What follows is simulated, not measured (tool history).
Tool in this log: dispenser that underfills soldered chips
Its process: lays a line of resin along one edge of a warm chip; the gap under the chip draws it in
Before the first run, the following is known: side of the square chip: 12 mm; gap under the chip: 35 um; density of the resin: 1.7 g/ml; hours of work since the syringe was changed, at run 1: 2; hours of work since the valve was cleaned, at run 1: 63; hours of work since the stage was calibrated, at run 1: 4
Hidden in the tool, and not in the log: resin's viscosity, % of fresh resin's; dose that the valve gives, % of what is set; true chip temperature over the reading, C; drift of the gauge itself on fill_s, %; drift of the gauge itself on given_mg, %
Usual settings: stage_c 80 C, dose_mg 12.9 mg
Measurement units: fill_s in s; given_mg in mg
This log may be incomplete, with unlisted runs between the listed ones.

| run | hour | stage_c | dose_mg | hours of work since the syringe was changed | hours of work since the valve was cleaned | hours of work since the stage was calibrated | fill_s | given_mg |
|---|---|---|---|---|---|---|---|---|
| 1 | 0 | 80 | 12.9 | 2 | 63 | 4 | 334.7 | 12.27 |
|  | 5.6 | new syringe of resin |
| 2 | 7.8 | 80 | 12.9 | 2 | 69 | 10 | 321.7 | 12.18 |
|  | 14.9 | new syringe of resin |
|  | 15.9 | dispensing valve cleaned and set on the balance |
| 3 | 19.1 | 80 | 12.9 | 2 | 2 | 17 | 332.6 | 12.95 |
|  | 25.1 | new syringe of resin |
| 4 | 25.1 | 80 | 12.9 | 0 | 7 | 22 | 301.6 | 12.85 |
|  | 34.1 | new syringe of resin |
| 5 | 36.2 | 80 | 12.9 | 2 | 15 | 30 | 321.9 | 12.7 |
|  | 42.7 | new syringe of resin |
| 6 | 43.5 | 80 | 12.9 | 1 | 20 | 35 | 304.5 | 12.7 |
|  | 52 | new syringe of resin |
| 7 | 53.3 | 80 | 12.9 | 1 | 27 | 42 | 312.2 | 12.64 |
|  | 61.5 | new syringe of resin |
| 8 | 63.6 | 80 | 12.9 | 2 | 35 | 50 | 321.7 | 12.54 |
|  | 71 | new syringe of resin |
| 9 | 78 | 80 | 12.9 | 5 | 46 | 60 | 368.5 | 12.44 |
|  | 80.3 | new syringe of resin |
|  | 89 | new syringe of resin |
| 10 | 91.1 | 80 | 14.3 | 2 | 55 | 70 | 316.3 | 13.68 |
|  | 97.5 | new syringe of resin |
| 11 | 98.2 | 80 | 14.3 | 1 | 60 | 75 | 302.2 | 13.57 |
|  | 106.1 | new syringe of resin |
| 12 | 106.9 | 80 | 14.3 | 1 | 67 | 81 | 301.4 | 13.52 |
|  | 115.3 | new syringe of resin |
|  | 117.9 | dispensing valve cleaned and set on the balance |
| 13 | 117.9 | 80 | 14.3 | 1 | 0 | 89 | 307.5 | 14.28 |
|  | 125.6 | new syringe of resin |
| 14 | 130.3 | 80 | 14.3 | 4 | 9 | 98 | 342.4 | 14.23 |
|  | 134.6 | new syringe of resin |
| 15 | 141.6 | 70 | 12.9 | 5 | 17 | 106 | 499.2 | 12.75 |
|  | 143.6 | new syringe of resin |
| 16 | 149.7 | 70 | 12.9 | 5 | 23 | 112 | 502.9 | 12.7 |
|  | 152.4 | new syringe of resin |
|  | 161 | new syringe of resin |
| 17 | 161.7 | 80 | 12.9 | 0 | 32 | 121 | 311.6 | 12.55 |
| 18 | 167.6 | 91 | 15.1 | 5 | 36 | 125 | 269 | 14.62 |
|  | 169.5 | new syringe of resin |
|  | 178.3 | new syringe of resin |
| 19 | 178.3 | 87 | 11.5 | 0 | 44 | 133 | 258.2 | 11.05 |
| 20 | 185.2 | 92 | 14.9 | 5 | 49 | 138 | 268.7 | 14.3 |

For run 21, what comes out?
|  | 187.7 | new syringe of resin |
| 21 | 193.1 | 74 | 12.2 | 4 | 55 | 144 | ? | ? |

{"run 21": {"fill_s": 433.7, "given_mg": 11.58}}
With the hidden condition absent and the run-to-run variation left alone, this run would have shown fill_s 357.1 s, given_mg 12.15 mg.
